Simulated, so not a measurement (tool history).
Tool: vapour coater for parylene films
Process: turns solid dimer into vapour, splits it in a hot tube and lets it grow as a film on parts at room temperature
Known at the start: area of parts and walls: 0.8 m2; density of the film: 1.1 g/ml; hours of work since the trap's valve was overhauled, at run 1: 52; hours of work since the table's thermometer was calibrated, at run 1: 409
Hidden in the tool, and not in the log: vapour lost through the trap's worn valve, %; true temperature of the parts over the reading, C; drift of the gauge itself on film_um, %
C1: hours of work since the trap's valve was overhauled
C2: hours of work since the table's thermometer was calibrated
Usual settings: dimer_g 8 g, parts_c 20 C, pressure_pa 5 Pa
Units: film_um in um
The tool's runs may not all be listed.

run 1 hour=0 | dimer_g=8 parts_c=20 pressure_pa=5 | C1=52 C2=409 | film_um=7.08
run 2 hour=41.8 | dimer_g=8 parts_c=20 pressure_pa=5 | C1=82 C2=439 | film_um=7.1
run 3 hour=72.6 | dimer_g=8 parts_c=20 pressure_pa=5 | C1=104 C2=461 | film_um=7.1
run 4 hour=101.8 | dimer_g=8 parts_c=20 pressure_pa=5 | C1=125 C2=483 | film_um=7.12
run 5 hour=120.2 | dimer_g=8 parts_c=18 pressure_pa=5 | C1=139 C2=496 | film_um=7.54
run 6 hour=153.3 | dimer_g=8 parts_c=20 pressure_pa=5 | C1=163 C2=520 | film_um=7.14
run 7 hour=178.3 | dimer_g=8 parts_c=20 pressure_pa=5 | C1=181 C2=538 | film_um=7.06
run 8 hour=205.3 | dimer_g=8 parts_c=20 pressure_pa=5 | C1=200 C2=557 | film_um=6.97
run 9 hour=234.1 | dimer_g=9 parts_c=20 pressure_pa=5 | C1=221 C2=578 | film_um=7.93
-- hour=241.9 trap's valve overhauled
run 10 hour=272 | dimer_g=9 parts_c=20 pressure_pa=5 | C1=22 C2=603 | film_um=7.77
run 11 hour=298.6 | dimer_g=9 parts_c=20 pressure_pa=7.63 | C1=41 C2=622 | film_um=7.4
-- hour=325.6 trap's valve overhauled, once more
run 12 hour=327.9 | dimer_g=11 parts_c=24 pressure_pa=2.58 | C1=2 C2=640 | film_um=9.53
run 13 hour=349.1 | dimer_g=11 parts_c=24 pressure_pa=2.58 | C1=17 C2=655 | film_um=9.42
run 14 hour=384.4 | dimer_g=3 parts_c=20 pressure_pa=4.59 | C1=42 C2=681 | film_um=2.76
run 15 hour=405.7 | dimer_g=3 parts_c=20 pressure_pa=4.59 | C1=58 C2=696 | film_um=2.72
run 16 hour=425.2 | dimer_g=3 parts_c=20 pressure_pa=4.59 | C1=72 C2=710 | film_um=2.71
run 17 hour=463.5 | dimer_g=3 parts_c=25 pressure_pa=4.59 | C1=100 C2=738 | film_um=2.35
run 18 hour=482.9 | dimer_g=10 parts_c=19 pressure_pa=4.59 | C1=114 C2=752 | film_um=9.37
run 19 hour=514.5 | dimer_g=10 parts_c=19 pressure_pa=4.59 | C1=136 C2=775 | film_um=9.4

Forecast each of these 5 alternatives for the next run:
run A hour=536.7 | dimer_g=10 parts_c=19 pressure_pa=3.03 | C1=152 C2=791 | film_um=?
run B hour=536.7 | dimer_g=8 parts_c=20 pressure_pa=3.89 | C1=152 C2=791 | film_um=?
run C hour=536.7 | dimer_g=10 parts_c=20 pressure_pa=4.59 | C1=152 C2=791 | film_um=?
run D hour=536.7 | dimer_g=10 parts_c=29 pressure_pa=9.06 | C1=152 C2=791 | film_um=?
run E hour=536.7 | dimer_g=4 parts_c=28 pressure_pa=3.04 | C1=152 C2=791 | film_um=?

run=A film_um=9.72
run=B film_um=7.39
run=C film_um=9.02
run=D film_um=6.41
run=E film_um=2.92
Without the tool's hidden state the same runs would have given:
run=A film_um=9.56
run=B film_um=7.27
run=C film_um=8.87
run=D film_um=6.3
run=E film_um=2.88
